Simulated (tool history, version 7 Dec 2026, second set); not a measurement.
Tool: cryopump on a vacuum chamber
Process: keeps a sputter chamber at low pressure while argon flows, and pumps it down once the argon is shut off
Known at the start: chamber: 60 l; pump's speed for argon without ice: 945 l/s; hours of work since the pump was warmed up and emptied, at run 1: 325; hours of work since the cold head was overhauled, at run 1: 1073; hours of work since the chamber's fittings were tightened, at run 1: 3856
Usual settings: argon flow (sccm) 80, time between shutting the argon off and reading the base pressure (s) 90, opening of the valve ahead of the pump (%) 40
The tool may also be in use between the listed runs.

run    hour  argon flow (sccm)  time between shutting the argon off and reading the base pressure (s)  opening of the valve ahead of the pump (%)  hours of work since the pump was warmed up and emptied  hours of work since the cold head was overhauled  hours of work since the chamber's fittings were tightened  pressure while argon flows (Pa)  pressure after the wait (uPa)
  1       0                 80                                                                     90                                          40                                                     325                                              1073                                                       3856                           0.3749                            5.9
  2    44.1                 80                                                                     20                                          40                                                     357                                              1105                                                       3888                           0.3791                          10.27
       86.8  -- leaking fittings of the chamber tightened, without venting
  3   108.8                 51                                                                     90                                          40                                                     402                                              1150                                                         16                           0.2411                           1.56
  4   188.7                 51                                                                     90                                          40                                                     460                                              1208                                                         73                           0.2436                           1.71
  5   262.8                 80                                                                    204                                          40                                                     513                                              1261                                                        127                            0.385                           1.08
  6   310.6                 80                                                                    204                                          40                                                     547                                              1296                                                        161                           0.3883                           1.17
  7   373.6                 80                                                                     90                                          40                                                     593                                              1341                                                        206                           0.3922                           1.85
  8   444.8                 35                                                                     90                                          40                                                     644                                              1392                                                        258                            0.174                           1.99
      525.7  -- pump warmed up, emptied and cooled again
  9   541.4                 35                                                                     90                                          40                                                      11                                              1458                                                        324                           0.1601                           1.95
 10   608.2                 35                                                                     90                                          40                                                      59                                              1506                                                        372                           0.1595                           1.95
 11   697.2                 80                                                                    202                                          40                                                     123                                              1570                                                        436                           0.3672                           1.35
 12   765.3                 80                                                                    202                                          40                                                     172                                              1619                                                        485                           0.3711                           1.46
 13   816.8                 80                                                                     43                                          40                                                     209                                              1656                                                        522                           0.3687                           3.45
 14   893.4                 80                                                                     43                                          40                                                     265                                              1711                                                        577                           0.3748                           3.63
 15   980.1                 80                                                                     90                                          40                                                     327                                              1774                                                        639                           0.3758                           2.27
 16  1082.9                 80                                                                    105                                          40                                                     401                                              1848                                                        713                           0.3811                           2.31
 17  1171.5                 41                                                                     90                                          40                                                     465                                              1911                                                        777                           0.1989                           2.57
 18  1264.2                 39                                                                     58                                          40                                                     531                                              1978                                                        844                           0.1888                           3.36
 19  1344.8                 74                                                                     90                                          26                                                     589                                              2036                                                        902                           0.5434                           2.76
 20  1404.2                 64                                                                     90                                          59                                                     632                                              2079                                                        945                           0.2261                           2.89
 21  1459.6                132                                                                     41                                          59                                                     672                                              2119                                                        984                           0.4681                           4.48
     1502.6  -- pump warmed up, emptied and cooled again
 22  1533.5                132                                                                     41                                          59                                                      22                                              2168                                                       1034                            0.413                           4.07
 23  1622.4                 44                                                                     77                                          15                                                      86                                              2232                                                       1098                           0.5336                           3.02
 24  1714.8                110                                                                     90                                          40                                                     153                                              2299                                                       1165                           0.5104                           2.92
 25    1801                110                                                                     90                                          40                                                     215                                              2361                                                       1227                           0.5132                           3.15
 26  1864.6                110                                                                     90                                          40                                                     261                                              2407                                                       1272                           0.5168                           3.05
 27  1933.2                 33                                                                    142                                          34                                                     310                                              2456                                                       1322                           0.1816                           2.81
 28  2002.5                 33                                                                    142                                          34                                                     360                                              2506                                                       1372                           0.1845                           2.85
 29  2089.1                 44                                                                    142                                          34                                                     422                                              2568                                                       1434                           0.2448                           2.86
 30  2134.9                 44                                                                    142                                          34                                                     455                                              2601                                                       1467                           0.2473                           3.05
 31  2202.8                118                                                                    151                                          40                                                     504                                              2650                                                       1516                           0.5731                           3.08
 32  2246.8                118                                                                    151                                          40                                                     536                                              2682                                                       1547                           0.5787                           3.14
 33  2340.4                 65                                                                     27                                          24                                                     603                                              2749                                                       1615                           0.5159                           6.64

Hidden state or all else? Some run-to-run changes of pressure while argon flows (Pa), split into what the settings, what came in and random variation would give without the hidden state, and what is left for the hidden state (with any gauge scatter that isn't in both results):
The hidden state here: pump's speed, % of a pump's without ice; cold plate's temperature, K; leak into the chamber, uPa l/s; drift of the gauge itself on working_pa, %; drift of the gauge itself on base_upa, %.
Run 18 -> 19: argon flow (sccm) 39 -> 74, time between shutting the argon off and reading the base pressure (s) 58 -> 90, opening of the valve ahead of the pump (%) 40 -> 26. pressure while argon flows (Pa) +0.3546: hidden state +0.018, all else +0.3366.
Run 20 -> 21: argon flow (sccm) 64 -> 132, time between shutting the argon off and reading the base pressure (s) 90 -> 41. pressure while argon flows (Pa) +0.242: hidden state +0.0375, all else +0.2045.
Run 21 -> 22: pump warmed up, emptied and cooled again. pressure while argon flows (Pa) -0.0551: hidden state -0.0566, all else +0.0015.
Run 26 -> 27: argon flow (sccm) 110 -> 33, time between shutting the argon off and reading the base pressure (s) 90 -> 142, opening of the valve ahead of the pump (%) 40 -> 34. pressure while argon flows (Pa) -0.3352: hidden state -0.0176, all else -0.3176.
Run 30 -> 31: argon flow (sccm) 44 -> 118, time between shutting the argon off and reading the base pressure (s) 142 -> 151, opening of the valve ahead of the pump (%) 34 -> 40. pressure while argon flows (Pa) +0.3258: hidden state +0.032, all else +0.2938.

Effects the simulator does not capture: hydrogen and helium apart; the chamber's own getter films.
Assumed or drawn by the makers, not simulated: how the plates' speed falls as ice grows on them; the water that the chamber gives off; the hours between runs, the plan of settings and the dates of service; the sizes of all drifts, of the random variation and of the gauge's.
